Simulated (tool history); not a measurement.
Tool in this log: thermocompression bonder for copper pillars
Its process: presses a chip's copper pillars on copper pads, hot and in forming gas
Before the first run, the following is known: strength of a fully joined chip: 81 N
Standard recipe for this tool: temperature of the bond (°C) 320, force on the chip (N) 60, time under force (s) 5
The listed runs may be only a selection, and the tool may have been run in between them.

| run | hour | temperature of the bond (°C) | force on the chip (N) | time under force (s) | force that shears a chip off (N) |
|---|---|---|---|---|---|
| 1 | 0 | 320 | 60 | 5 | 29.4 |
|  | 10.6 | heater calibrated with a thermocouple chip |
| 2 | 39.1 | 320 | 60 | 5 | 31.4 |
| 3 | 57.3 | 320 | 60 | 5 | 31.4 |
| 4 | 91.3 | 320 | 60 | 5 | 31.4 |
| 5 | 115.8 | 330 | 60 | 5 | 34.3 |
| 6 | 156.5 | 330 | 60 | 5 | 35 |
| 7 | 181.9 | 320 | 60 | 5 | 30.9 |
| 8 | 221.4 | 320 | 60 | 5 | 30.4 |
|  | 247.3 | forming gas filter changed |
| 9 | 253.8 | 320 | 60 | 5 | 32.6 |
| 10 | 285.5 | 320 | 60 | 5 | 32 |
| 11 | 314.9 | 320 | 53 | 5 | 30.4 |
| 12 | 342 | 320 | 60 | 12 | 43.8 |
| 13 | 371.9 | 320 | 60 | 12 | 43.3 |
| 14 | 397.7 | 320 | 60 | 12 | 42.9 |
| 15 | 418.4 | 320 | 60 | 12 | 43.3 |
| 16 | 440.9 | 320 | 52 | 5 | 28.3 |
| 17 | 479.5 | 320 | 52 | 5 | 28.2 |
| 18 | 517.2 | 320 | 52 | 5 | 29 |
| 19 | 556.7 | 320 | 60 | 5 | 30.5 |
| 20 | 578.4 | 320 | 60 | 5 | 30.5 |
| 21 | 615.5 | 320 | 60 | 5 | 30.4 |
|  | 620 | force cell calibrated |
| 22 | 650.3 | 345 | 60 | 4 | 35 |
| 23 | 668 | 345 | 60 | 4 | 34.8 |
|  | 679.5 | forming gas filter changed |
| 24 | 691.6 | 345 | 60 | 4 | 36.9 |
| 25 | 711.1 | 323 | 38 | 5 | 24.5 |
| 26 | 729.1 | 323 | 38 | 5 | 24 |
| 27 | 752.3 | 323 | 38 | 5 | 23.9 |
| 28 | 768.8 | 339 | 49 | 3 | 27.6 |
| 29 | 790.6 | 339 | 49 | 3 | 27.3 |
| 30 | 817.7 | 310 | 62 | 5 | 27.7 |
|  | 838.2 | force cell calibrated, once more |
| 31 | 856 | 310 | 62 | 5 | 28.5 |
| 32 | 872.6 | 310 | 86 | 7 | 38.6 |
| 33 | 890.6 | 346 | 37 | 7 | 33.3 |
| 34 | 918.6 | 322 | 75 | 3 | 28.7 |
| 35 | 950.2 | 320 | 38 | 5 | 23.3 |
| 36 | 972.8 | 290 | 38 | 11 | 22.4 |
| 37 | 997.6 | 290 | 38 | 11 | 22.3 |
| 38 | 1024.3 | 290 | 38 | 11 | 21.6 |
| 39 | 1063.7 | 320 | 76 | 9 | 41.9 |
| 40 | 1100.6 | 348 | 82 | 4 | 41.4 |
|  | 1113.5 | forming gas filter changed |
| 41 | 1130.7 | 292 | 52 | 5 | 20.6 |

What if the next run were any one of these 3? Each begins from the tool's condition after run 41:
| A | 1152.4 | 312 | 50 | 5 | ? |
| B | 1152.4 | 301 | 40 | 5 | ? |
| C | 1152.4 | 292 | 50 | 3 | ? |

| run | force that shears a chip off (N) |
|---|---|
| A | 25.1 |
| B | 19 |
| C | 15.3 |
Without the tool's hidden state the same runs would have given:
| run | force that shears a chip off (N) |
|---|---|
| A | 27 |
| B | 20.6 |
| C | 16.8 |
